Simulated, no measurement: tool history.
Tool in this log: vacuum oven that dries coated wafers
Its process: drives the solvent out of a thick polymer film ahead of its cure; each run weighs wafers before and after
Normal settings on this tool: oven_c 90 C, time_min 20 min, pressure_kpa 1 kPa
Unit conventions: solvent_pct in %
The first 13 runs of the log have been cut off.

run   hour  oven_c  time_min  pressure_kpa  solvent_pct
 14    369      90        16             1         3.39
 15  401.5      90        20             1         2.42
 16  432.2      90        20             1         2.41
 17  449.2      90        20             1         2.37
 18  467.1      90        20             1         2.45
 19  498.5      90        20             1         2.43
 20  532.1      90        20          0.85         2.34
 21  555.1      88        20             1         2.71
 22  572.7      88        20          0.59          2.5
 23  603.4      90        20             1         2.42
 24  622.3      85        18          1.03         4.03
 25  655.4      85        13          2.08          6.7
 26    689      84        13          3.96         8.14
 27  711.4      84        13          3.96         8.53
 28  739.3      76        22          0.83         5.31

The next listed run, before its measurement:
 29  767.7     100        22           1.2            ?

Run 29 came out at solvent_pct 1.11 %.
On a tool with no hidden condition, and with the same random variation, this run would have come out at solvent_pct 0.84 %.
